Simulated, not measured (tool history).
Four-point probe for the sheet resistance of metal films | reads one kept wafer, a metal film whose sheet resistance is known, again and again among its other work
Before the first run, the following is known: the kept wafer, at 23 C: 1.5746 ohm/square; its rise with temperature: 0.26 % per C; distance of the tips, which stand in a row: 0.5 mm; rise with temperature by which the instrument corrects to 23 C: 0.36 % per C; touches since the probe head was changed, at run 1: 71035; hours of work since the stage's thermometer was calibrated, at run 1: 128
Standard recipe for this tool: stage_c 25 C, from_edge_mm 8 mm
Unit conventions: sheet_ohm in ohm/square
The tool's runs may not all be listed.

run	day	stage_c	from_edge_mm	touches since the probe head was changed	hours of work since the stage's thermometer was calibrated	sheet_ohm
1	0.000	25	8	71035	128	1.572367
2	1.771	25	8	72302	160	1.571925
3	4.325	25	41	74131	207	1.569595
4	6.104	25	72	75407	240	1.568685
5	8.412	22	8	77059	283	1.576280
6	9.550	22	8	77874	304	1.576401
7	12.129	22	8	79719	351	1.576070
8	13.754	22	8	80883	381	1.575871
9	15.333	25	8	82013	410	1.571205
10	17.312	25	8	83431	447	1.570800
11	18.400	25	23	84211	467	1.567890
12	19.650	25	8	85105	490	1.570707
13	22.133	25	8	86883	536	1.570263
14	24.288	25	8	88424	575	1.570875
15	25.362	25	8	89196	595	1.570445
# day 25.575: stage's thermometer calibrated
16	27.246	25	8	90529	31	1.569546
17	29.183	25	8	91915	66	1.569877
# day 30.150: stage's thermometer calibrated, once more
18	30.679	25	8	92971	10	1.570274
19	33.021	34	13	94649	53	1.555510
20	35.150	21	75	96172	92	1.572887
21	37.475	28	47	97837	135	1.562141
22	39.021	28	47	98944	164	1.562137
23	41.479	24	11	100705	209	1.569360
24	43.412	19	14	102089	245	1.576806
25	45.854	19	14	103836	289	1.575931
26	47.754	33	4	105196	325	1.567244
27	49.333	21	17	106327	354	1.572673
28	51.521	24	8	107895	394	1.570377
29	52.679	30	6	108724	415	1.564852
30	53.796	34	8	109525	436	1.555990
31	55.542	32	17	110773	468	1.556262
32	56.954	32	8	111783	494	1.558412
33	59.000	32	8	113249	532	1.558663
34	61.108	28	36	114760	571	1.560766
35	63.396	28	6	116396	613	1.566340
36	65.783	30	6	118107	657	1.563079

Below are 4 alternative next runs, each starting from the tool's condition after run 36. Predict each:
A	67.767	20	8	119527	693	?
B	67.767	34	29	119527	693	?
C	67.767	25	15	119527	693	?
D	67.767	27	4	119527	693	?

run	sheet_ohm
A	1.574826
B	1.551542
C	1.564847
D	1.574659
Without the tool's unlogged condition, the same runs would have read:
run	sheet_ohm
A	1.582163
B	1.558742
C	1.572128
D	1.581977

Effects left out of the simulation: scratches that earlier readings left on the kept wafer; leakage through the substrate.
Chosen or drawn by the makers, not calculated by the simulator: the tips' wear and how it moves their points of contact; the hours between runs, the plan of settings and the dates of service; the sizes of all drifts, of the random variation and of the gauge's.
